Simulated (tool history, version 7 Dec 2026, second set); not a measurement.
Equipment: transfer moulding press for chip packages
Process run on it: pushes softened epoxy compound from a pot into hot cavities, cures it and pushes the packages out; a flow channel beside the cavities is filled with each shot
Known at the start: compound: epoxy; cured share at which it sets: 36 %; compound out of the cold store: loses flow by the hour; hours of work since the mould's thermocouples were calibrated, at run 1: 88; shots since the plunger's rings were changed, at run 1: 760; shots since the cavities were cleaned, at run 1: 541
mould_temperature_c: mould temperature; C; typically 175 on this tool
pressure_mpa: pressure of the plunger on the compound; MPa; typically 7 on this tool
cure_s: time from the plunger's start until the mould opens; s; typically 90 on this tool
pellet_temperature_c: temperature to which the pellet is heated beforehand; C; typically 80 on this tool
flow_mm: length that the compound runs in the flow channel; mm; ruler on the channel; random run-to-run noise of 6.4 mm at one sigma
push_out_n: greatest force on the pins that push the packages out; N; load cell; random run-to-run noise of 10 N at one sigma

| run | hour | mould_temperature_c | pressure_mpa | cure_s | pellet_temperature_c | hours of work since the mould's thermocouples were calibrated | shots since the plunger's rings were changed | shots since the cavities were cleaned | incoming compound's hours out of the cold store | flow_mm | push_out_n |
|---|---|---|---|---|---|---|---|---|---|---|---|
| 1 | 0 | 175 | 7 | 90 | 80 | 88 | 760 | 541 | 21.5 | 739 | 749 |
| 2 | 5.3 | 175 | 7.37 | 90 | 80 | 92 | 841 | 622 | 30.3 | 723 | 713 |
| 3 | 12.5 | 175 | 7.37 | 90 | 80 | 97 | 951 | 732 | 25 | 751 | 768 |
| 4 | 18.3 | 175 | 7.37 | 90 | 80 | 101 | 1039 | 820 | 41.9 | 677 | 738 |
| 5 | 25.5 | 175 | 7.37 | 90 | 80 | 106 | 1149 | 930 | 32.6 | 714 | 777 |
|  | 30.1 | cavities cleaned with cleaning compound and waxed |
| 6 | 32.3 | 175 | 7.37 | 90 | 80 | 109 | 1229 | 33 | 17.1 | 785 | 520 |
| 7 | 37.4 | 175 | 7 | 90 | 89 | 113 | 1308 | 112 | 26.7 | 734 | 541 |
| 8 | 43.5 | 175 | 7 | 90 | 89 | 117 | 1401 | 205 | 33.3 | 699 | 593 |
| 9 | 52.4 | 176 | 5.54 | 90 | 80 | 123 | 1536 | 340 | 37.9 | 600 | 625 |
| 10 | 60.8 | 176 | 5.54 | 79 | 74 | 129 | 1664 | 468 | 18.5 | 656 | 911 |
| 11 | 67.8 | 169 | 7.41 | 90 | 75 | 134 | 1770 | 574 | 22 | 778 | 1143 |
| 12 | 76.3 | 180 | 7 | 92 | 80 | 140 | 1900 | 704 | 40.7 | 639 | 592 |
| 13 | 84.9 | 180 | 7 | 92 | 80 | 146 | 2032 | 836 | 32.5 | 675 | 633 |
|  | 95.3 | cavities cleaned with cleaning compound and waxed |
| 14 | 95.9 | 177 | 7.66 | 82 | 84 | 152 | 2176 | 9 | 39.1 | 679 | 491 |
| 15 | 100 | 177 | 7.66 | 82 | 84 | 155 | 2239 | 72 | 26.8 | 733 | 560 |

The next listed run, before its measurement:
| 16 | 105 | 175 | 7 | 86 | 80 | 159 | 2316 | 149 | 17.5 | ? | ? |

{"run 16": {"flow_mm": 737, "push_out_n": 656}}
The same run, on a tool lacking any hidden state, would have yielded flow_mm 760 mm, push_out_n 522 N.
